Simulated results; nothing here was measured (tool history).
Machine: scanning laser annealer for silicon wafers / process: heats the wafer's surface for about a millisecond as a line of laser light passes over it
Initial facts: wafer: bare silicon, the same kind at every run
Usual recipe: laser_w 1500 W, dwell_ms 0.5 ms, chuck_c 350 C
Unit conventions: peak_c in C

| run | day | laser_w | dwell_ms | chuck_c | peak_c |
|---|---|---|---|---|---|
| 1 | 0 | 1500 | 0.5 | 350 | 1110 |
| 2 | 1.238 | 1500 | 0.5 | 350 | 1109 |
| 3 | 3.754 | 1614 | 0.5 | 350 | 1160 |
| 4 | 5.775 | 1500 | 0.5 | 327 | 1082 |
| 5 | 8.25 | 1500 | 0.402 | 327 | 1014 |
| 6 | 10.117 | 1500 | 0.402 | 327 | 1015 |
| 7 | 13.067 | 1500 | 0.402 | 327 | 1011 |
| 8 | 14.625 | 1500 | 0.402 | 327 | 1008 |
| 9 | 17.567 | 1500 | 0.402 | 327 | 1009 |
| 10 | 18.833 | 1459 | 0.567 | 311 | 1083 |
|  | 20.029 | window over the wafer cleaned |
| 11 | 21.342 | 1459 | 0.567 | 311 | 1089 |
| 12 | 23.433 | 1459 | 0.567 | 311 | 1090 |
| 13 | 24.708 | 1500 | 0.588 | 384 | 1195 |

3 ways to go on from here, each from the tool as it stands after run 13. What would each give?
| A | 26.962 | 1323 | 0.588 | 384 | ? |
| B | 26.962 | 1624 | 0.5 | 355 | ? |
| C | 26.962 | 1590 | 0.588 | 348 | ? |

| run | peak_c |
|---|---|
| A | 1105 |
| B | 1171 |
| C | 1205 |
The same runs, with their run-to-run variation unchanged, on a tool lacking any hidden condition would have given:
| run | peak_c |
|---|---|
| A | 1115 |
| B | 1182 |
| C | 1216 |

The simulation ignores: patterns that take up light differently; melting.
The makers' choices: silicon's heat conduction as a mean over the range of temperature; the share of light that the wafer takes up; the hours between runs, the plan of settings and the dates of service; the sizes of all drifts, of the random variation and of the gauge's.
